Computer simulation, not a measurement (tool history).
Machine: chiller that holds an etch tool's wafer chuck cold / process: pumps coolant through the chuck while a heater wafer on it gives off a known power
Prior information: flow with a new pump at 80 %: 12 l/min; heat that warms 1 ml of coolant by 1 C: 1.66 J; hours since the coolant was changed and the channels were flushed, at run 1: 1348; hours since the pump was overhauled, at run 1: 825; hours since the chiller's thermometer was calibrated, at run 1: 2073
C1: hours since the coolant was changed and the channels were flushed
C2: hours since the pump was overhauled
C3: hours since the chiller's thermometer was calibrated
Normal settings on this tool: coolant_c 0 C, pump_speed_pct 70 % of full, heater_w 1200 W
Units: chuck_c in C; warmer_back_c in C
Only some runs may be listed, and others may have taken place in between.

{"run": 1, "day": 0.0, "coolant_c": 0, "pump_speed_pct": 70, "heater_w": 1200, "C1": 1348, "C2": 825, "C3": 2073, "chuck_c": 9.3, "warmer_back_c": 4.14}
{"run": 2, "day": 1.421, "coolant_c": 0, "pump_speed_pct": 70, "heater_w": 1200, "C1": 1382, "C2": 859, "C3": 2107, "chuck_c": 9.4, "warmer_back_c": 4.09}
{"run": 3, "day": 3.158, "coolant_c": 0, "pump_speed_pct": 70, "heater_w": 1200, "C1": 1424, "C2": 900, "C3": 2149, "chuck_c": 9.3, "warmer_back_c": 4.12}
{"run": 4, "day": 4.371, "coolant_c": 0, "pump_speed_pct": 70, "heater_w": 1200, "C1": 1453, "C2": 929, "C3": 2178, "chuck_c": 9.3, "warmer_back_c": 4.15}
{"run": 5, "day": 5.496, "coolant_c": 0, "pump_speed_pct": 70, "heater_w": 947, "C1": 1480, "C2": 956, "C3": 2205, "chuck_c": 7.6, "warmer_back_c": 3.29}
{"run": 6, "day": 6.725, "coolant_c": 0, "pump_speed_pct": 70, "heater_w": 1101, "C1": 1509, "C2": 986, "C3": 2234, "chuck_c": 8.5, "warmer_back_c": 3.78}
{"run": 7, "day": 8.508, "coolant_c": 0, "pump_speed_pct": 76, "heater_w": 1200, "C1": 1552, "C2": 1029, "C3": 2277, "chuck_c": 8.9, "warmer_back_c": 3.8}
{"run": 8, "day": 10.104, "coolant_c": 0, "pump_speed_pct": 76, "heater_w": 1200, "C1": 1591, "C2": 1067, "C3": 2316, "chuck_c": 9.0, "warmer_back_c": 3.77}
{"run": 9, "day": 11.688, "coolant_c": 0, "pump_speed_pct": 70, "heater_w": 1200, "C1": 1629, "C2": 1105, "C3": 2354, "chuck_c": 9.3, "warmer_back_c": 4.17}
{"run": 10, "day": 12.696, "coolant_c": 0, "pump_speed_pct": 70, "heater_w": 1200, "C1": 1653, "C2": 1129, "C3": 2378, "chuck_c": 9.5, "warmer_back_c": 4.12}
{"run": 11, "day": 14.592, "coolant_c": 0, "pump_speed_pct": 70, "heater_w": 1200, "C1": 1698, "C2": 1175, "C3": 2423, "chuck_c": 9.4, "warmer_back_c": 4.07}
{"run": 12, "day": 16.421, "coolant_c": 0, "pump_speed_pct": 70, "heater_w": 1200, "C1": 1742, "C2": 1219, "C3": 2467, "chuck_c": 9.3, "warmer_back_c": 4.12}
{"run": 13, "day": 17.608, "coolant_c": 0, "pump_speed_pct": 70, "heater_w": 630, "C1": 1771, "C2": 1247, "C3": 2496, "chuck_c": 5.2, "warmer_back_c": 2.2}
{"day": 17.925, "done": "coolant pump overhauled"}
{"run": 14, "day": 18.758, "coolant_c": 5, "pump_speed_pct": 70, "heater_w": 1200, "C1": 1793, "C2": 20, "C3": 2518, "chuck_c": 14.6, "warmer_back_c": 4.16}
{"run": 15, "day": 20.633, "coolant_c": 5, "pump_speed_pct": 70, "heater_w": 1200, "C1": 1838, "C2": 65, "C3": 2563, "chuck_c": 14.7, "warmer_back_c": 4.15}
{"run": 16, "day": 22.3, "coolant_c": 0, "pump_speed_pct": 62, "heater_w": 1200, "C1": 1878, "C2": 105, "C3": 2603, "chuck_c": 10.4, "warmer_back_c": 4.66}
{"day": 23.571, "done": "coolant pump overhauled, once more"}
{"run": 17, "day": 24.304, "coolant_c": 0, "pump_speed_pct": 62, "heater_w": 1200, "C1": 1921, "C2": 18, "C3": 2646, "chuck_c": 10.4, "warmer_back_c": 4.65}
{"run": 18, "day": 25.608, "coolant_c": 0, "pump_speed_pct": 62, "heater_w": 1200, "C1": 1953, "C2": 49, "C3": 2678, "chuck_c": 10.3, "warmer_back_c": 4.55}
{"run": 19, "day": 26.871, "coolant_c": -2, "pump_speed_pct": 78, "heater_w": 1059, "C1": 1983, "C2": 79, "C3": 2708, "chuck_c": 5.7, "warmer_back_c": 3.26}
{"run": 20, "day": 27.988, "coolant_c": -4, "pump_speed_pct": 88, "heater_w": 1230, "C1": 2010, "C2": 106, "C3": 2735, "chuck_c": 4.4, "warmer_back_c": 3.43}
{"run": 21, "day": 29.575, "coolant_c": 6, "pump_speed_pct": 98, "heater_w": 1148, "C1": 2048, "C2": 144, "C3": 2773, "chuck_c": 13.4, "warmer_back_c": 2.88}
{"run": 22, "day": 31.333, "coolant_c": 9, "pump_speed_pct": 63, "heater_w": 1414, "C1": 2090, "C2": 186, "C3": 2815, "chuck_c": 21.2, "warmer_back_c": 5.35}
{"run": 23, "day": 32.438, "coolant_c": -3, "pump_speed_pct": 70, "heater_w": 1478, "C1": 2117, "C2": 213, "C3": 2842, "chuck_c": 8.8, "warmer_back_c": 5.1}
{"run": 24, "day": 33.321, "coolant_c": -6, "pump_speed_pct": 79, "heater_w": 1037, "C1": 2138, "C2": 234, "C3": 2863, "chuck_c": 1.6, "warmer_back_c": 3.14}
{"run": 25, "day": 34.233, "coolant_c": -6, "pump_speed_pct": 79, "heater_w": 1037, "C1": 2160, "C2": 256, "C3": 2885, "chuck_c": 1.9, "warmer_back_c": 3.23}
{"run": 26, "day": 35.333, "coolant_c": 0, "pump_speed_pct": 66, "heater_w": 1244, "C1": 2186, "C2": 282, "C3": 2911, "chuck_c": 10.2, "warmer_back_c": 4.53}
{"run": 27, "day": 36.667, "coolant_c": 0, "pump_speed_pct": 81, "heater_w": 907, "C1": 2218, "C2": 314, "C3": 2943, "chuck_c": 6.6, "warmer_back_c": 2.73}
{"run": 28, "day": 37.788, "coolant_c": 0, "pump_speed_pct": 81, "heater_w": 907, "C1": 2245, "C2": 341, "C3": 2970, "chuck_c": 6.5, "warmer_back_c": 2.7}

Expected results for the next run?
{"run": 29, "day": 39.117, "coolant_c": 0, "pump_speed_pct": 70, "heater_w": 1270, "C1": 2277, "C2": 373, "C3": 3002, "chuck_c": "?", "warmer_back_c": "?"}

{"run 29": {"chuck_c": 10.3, "warmer_back_c": 4.36}}
Were there no unlogged condition in the tool, this run, its random variation unchanged, would have produced chuck_c 9.4 C, warmer_back_c 4.33 C.
